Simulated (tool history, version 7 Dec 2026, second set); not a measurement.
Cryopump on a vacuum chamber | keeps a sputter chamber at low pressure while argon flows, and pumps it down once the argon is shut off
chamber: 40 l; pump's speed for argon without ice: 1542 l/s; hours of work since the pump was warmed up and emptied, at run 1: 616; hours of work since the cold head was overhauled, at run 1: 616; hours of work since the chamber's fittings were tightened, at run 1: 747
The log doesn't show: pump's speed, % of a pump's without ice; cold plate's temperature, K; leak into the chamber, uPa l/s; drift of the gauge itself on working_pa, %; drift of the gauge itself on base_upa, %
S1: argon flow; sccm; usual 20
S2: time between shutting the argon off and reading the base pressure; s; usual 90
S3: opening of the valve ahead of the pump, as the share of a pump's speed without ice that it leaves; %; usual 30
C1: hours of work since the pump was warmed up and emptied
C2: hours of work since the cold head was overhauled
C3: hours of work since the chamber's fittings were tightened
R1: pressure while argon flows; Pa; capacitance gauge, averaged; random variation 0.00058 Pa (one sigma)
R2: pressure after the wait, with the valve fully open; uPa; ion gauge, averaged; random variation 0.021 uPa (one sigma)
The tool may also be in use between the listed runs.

run,hour,S1,S2,S3,C1,C2,C3,R1,R2
1,0,20,90,30,616,616,747,0.0819,2.14
2,11.5,18,90,30,626,626,757,0.0742,2.16
3,26.4,18,90,30,639,639,770,0.0745,2.17
4,38.4,18,90,30,650,650,781,0.0737,2.2
5,47.2,20,90,30,658,658,789,0.0838,2.19
6,54.7,20,90,30,664,664,795,0.0826,2.23
7,72.6,20,90,30,680,680,811,0.0836,2.29
8,81,20,90,30,688,688,818,0.0844,2.27
9,91,20,90,30,696,696,827,0.0838,2.34
10,107,20,90,30,711,711,841,0.0857,2.46
11,117.5,20,90,30,720,720,851,0.086,2.49
# hour 131.3: pump warmed up, emptied and cooled again
12,139.9,20,90,30,8,735,866,0.0727,1.78
13,151.4,20,29,30,18,745,876,0.074,2.36
14,163.3,20,29,30,28,756,886,0.0735,2.31
15,173,20,29,30,37,764,895,0.0745,2.49
16,182.4,20,29,30,45,773,903,0.0733,2.34
17,197,20,29,30,58,785,916,0.0744,2.44
18,213.1,20,29,30,72,800,930,0.0746,2.53
19,229.3,9,21,51,86,814,945,0.0196,2.82
20,243.1,10,41,21,99,826,957,0.0533,2.33
21,259.8,14,90,44,113,841,971,0.0355,1.98
22,268.2,20,138,30,121,848,979,0.0759,1.92
23,279.1,20,138,30,130,858,989,0.0745,1.96
24,295.4,10,104,30,145,872,1003,0.0371,2.08
25,311.3,10,104,29,159,886,1017,0.0388,2.1
26,328,10,104,29,173,901,1032,0.0393,2.08
27,339.4,10,74,22,183,911,1042,0.0507,2.23
28,357,10,156,51,199,926,1057,0.0223,2.1
29,374.9,20,141,51,215,942,1073,0.0452,2.17
30,388.4,16,100,18,227,954,1085,0.0995,2.25
31,402,18,100,24,239,966,1097,0.0853,2.32
32,418,18,100,46,253,980,1111,0.0458,2.31
33,435.8,18,267,49,268,996,1127,0.0439,2.23
34,445.6,18,267,49,277,1004,1135,0.0441,2.23
35,455.2,24,219,41,285,1013,1144,0.0686,2.35

Forecast each of these 3 alternatives for the next run:
A,469.1,24,87,41,298,1025,1156,?,?
B,469.1,17,55,45,298,1025,1156,?,?
C,469.1,10,31,41,298,1025,1156,?,?

run,R1,R2
A,0.0694,2.52
B,0.0454,2.66
C,0.0289,3
Without the tool's hidden state the same runs would have given:
run,R1,R2
A,0.0646,0.49
B,0.0419,0.64
C,0.0269,1.01

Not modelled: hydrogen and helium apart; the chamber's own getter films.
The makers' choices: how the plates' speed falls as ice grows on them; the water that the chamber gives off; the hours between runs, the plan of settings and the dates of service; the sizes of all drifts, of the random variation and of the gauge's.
